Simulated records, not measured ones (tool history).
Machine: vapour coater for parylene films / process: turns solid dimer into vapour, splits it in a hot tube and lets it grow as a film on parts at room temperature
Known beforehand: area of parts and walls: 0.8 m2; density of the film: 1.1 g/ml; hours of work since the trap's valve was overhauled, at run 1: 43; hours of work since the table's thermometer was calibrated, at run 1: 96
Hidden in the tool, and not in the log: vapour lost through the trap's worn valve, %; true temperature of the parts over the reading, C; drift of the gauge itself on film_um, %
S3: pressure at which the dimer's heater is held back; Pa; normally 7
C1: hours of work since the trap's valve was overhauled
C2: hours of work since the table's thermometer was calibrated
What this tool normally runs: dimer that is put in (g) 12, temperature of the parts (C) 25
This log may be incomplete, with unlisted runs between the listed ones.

{"run": 1, "hour": 0.0, "dimer that is put in (g)": 12, "temperature of the parts (C)": 25, "S3": 7, "C1": 43, "C2": 96, "thickness of the film (µm)": 6.03}
{"run": 2, "hour": 47.4, "dimer that is put in (g)": 21, "temperature of the parts (C)": 25, "S3": 7, "C1": 63, "C2": 116, "thickness of the film (µm)": 10.46}
{"run": 3, "hour": 82.0, "dimer that is put in (g)": 21, "temperature of the parts (C)": 25, "S3": 7, "C1": 78, "C2": 131, "thickness of the film (µm)": 10.39}
{"run": 4, "hour": 114.5, "dimer that is put in (g)": 21, "temperature of the parts (C)": 25, "S3": 4.12, "C1": 92, "C2": 145, "thickness of the film (µm)": 10.68}
{"run": 5, "hour": 143.3, "dimer that is put in (g)": 16, "temperature of the parts (C)": 25, "S3": 4.12, "C1": 104, "C2": 157, "thickness of the film (µm)": 8.04}
{"run": 6, "hour": 171.7, "dimer that is put in (g)": 16, "temperature of the parts (C)": 25, "S3": 4.12, "C1": 116, "C2": 169, "thickness of the film (µm)": 8.04}
{"run": 7, "hour": 216.4, "dimer that is put in (g)": 16, "temperature of the parts (C)": 25, "S3": 4.12, "C1": 136, "C2": 188, "thickness of the film (µm)": 7.96}
{"run": 8, "hour": 240.0, "dimer that is put in (g)": 16, "temperature of the parts (C)": 25, "S3": 4.12, "C1": 146, "C2": 198, "thickness of the film (µm)": 8}
{"run": 9, "hour": 270.4, "dimer that is put in (g)": 16, "temperature of the parts (C)": 25, "S3": 4.12, "C1": 159, "C2": 211, "thickness of the film (µm)": 7.88}
{"run": 10, "hour": 290.7, "dimer that is put in (g)": 5, "temperature of the parts (C)": 25, "S3": 7, "C1": 167, "C2": 220, "thickness of the film (µm)": 2.43}
{"run": 11, "hour": 323.9, "dimer that is put in (g)": 5, "temperature of the parts (C)": 25, "S3": 7, "C1": 182, "C2": 234, "thickness of the film (µm)": 2.31}
{"run": 12, "hour": 371.2, "dimer that is put in (g)": 16, "temperature of the parts (C)": 25, "S3": 7, "C1": 202, "C2": 255, "thickness of the film (µm)": 7.64}
{"run": 13, "hour": 400.3, "dimer that is put in (g)": 22, "temperature of the parts (C)": 25, "S3": 7, "C1": 214, "C2": 267, "thickness of the film (µm)": 10.44}
{"run": 14, "hour": 426.0, "dimer that is put in (g)": 22, "temperature of the parts (C)": 25, "S3": 7, "C1": 225, "C2": 278, "thickness of the film (µm)": 10.36}
{"run": 15, "hour": 461.3, "dimer that is put in (g)": 22, "temperature of the parts (C)": 25, "S3": 7, "C1": 240, "C2": 293, "thickness of the film (µm)": 10.05}
{"run": 16, "hour": 504.2, "dimer that is put in (g)": 22, "temperature of the parts (C)": 25, "S3": 7, "C1": 259, "C2": 312, "thickness of the film (µm)": 10.3}
{"run": 17, "hour": 532.4, "dimer that is put in (g)": 22, "temperature of the parts (C)": 25, "S3": 7, "C1": 271, "C2": 324, "thickness of the film (µm)": 10.06}
{"hour": 569.1, "done": "trap's valve overhauled"}
{"run": 18, "hour": 569.1, "dimer that is put in (g)": 22, "temperature of the parts (C)": 25, "S3": 7, "C1": 0, "C2": 338, "thickness of the film (µm)": 10.85}
{"run": 19, "hour": 589.3, "dimer that is put in (g)": 22, "temperature of the parts (C)": 25, "S3": 7, "C1": 9, "C2": 346, "thickness of the film (µm)": 11.12}
{"run": 20, "hour": 623.0, "dimer that is put in (g)": 6, "temperature of the parts (C)": 25, "S3": 7, "C1": 23, "C2": 361, "thickness of the film (µm)": 2.97}
{"run": 21, "hour": 663.2, "dimer that is put in (g)": 11, "temperature of the parts (C)": 25, "S3": 7, "C1": 40, "C2": 378, "thickness of the film (µm)": 5.51}
{"run": 22, "hour": 696.8, "dimer that is put in (g)": 5, "temperature of the parts (C)": 22, "S3": 2.79, "C1": 55, "C2": 392, "thickness of the film (µm)": 2.85}
{"run": 23, "hour": 734.2, "dimer that is put in (g)": 5, "temperature of the parts (C)": 22, "S3": 2.79, "C1": 71, "C2": 408, "thickness of the film (µm)": 2.91}
{"run": 24, "hour": 755.4, "dimer that is put in (g)": 7, "temperature of the parts (C)": 24, "S3": 2.14, "C1": 80, "C2": 417, "thickness of the film (µm)": 3.75}
{"run": 25, "hour": 775.0, "dimer that is put in (g)": 7, "temperature of the parts (C)": 24, "S3": 2.14, "C1": 88, "C2": 426, "thickness of the film (µm)": 3.86}
{"run": 26, "hour": 821.9, "dimer that is put in (g)": 20, "temperature of the parts (C)": 24, "S3": 2.14, "C1": 108, "C2": 446, "thickness of the film (µm)": 10.63}
{"run": 27, "hour": 848.2, "dimer that is put in (g)": 20, "temperature of the parts (C)": 24, "S3": 2.14, "C1": 120, "C2": 457, "thickness of the film (µm)": 10.84}
{"run": 28, "hour": 891.6, "dimer that is put in (g)": 20, "temperature of the parts (C)": 24, "S3": 2.14, "C1": 138, "C2": 476, "thickness of the film (µm)": 10.63}
{"run": 29, "hour": 921.4, "dimer that is put in (g)": 11, "temperature of the parts (C)": 25, "S3": 2.1, "C1": 151, "C2": 489, "thickness of the film (µm)": 5.63}
{"run": 30, "hour": 962.9, "dimer that is put in (g)": 6, "temperature of the parts (C)": 25, "S3": 7, "C1": 169, "C2": 506, "thickness of the film (µm)": 2.8}
{"run": 31, "hour": 985.2, "dimer that is put in (g)": 12, "temperature of the parts (C)": 18, "S3": 7, "C1": 178, "C2": 516, "thickness of the film (µm)": 7.25}
{"run": 32, "hour": 1014.4, "dimer that is put in (g)": 12, "temperature of the parts (C)": 18, "S3": 7, "C1": 191, "C2": 528, "thickness of the film (µm)": 7.27}
{"run": 33, "hour": 1057.6, "dimer that is put in (g)": 12, "temperature of the parts (C)": 18, "S3": 7, "C1": 209, "C2": 547, "thickness of the film (µm)": 7.23}

Predict the results of run 34:
{"run": 34, "hour": 1090.5, "dimer that is put in (g)": 12, "temperature of the parts (C)": 18, "S3": 7, "C1": 223, "C2": 561, "thickness of the film (µm)": "?"}

{"run 34": {"thickness of the film (µm)": 7.26}}
Take away the tool's hidden state, keep the run-to-run variation as it was, and the same run would have given thickness of the film (µm) 8.
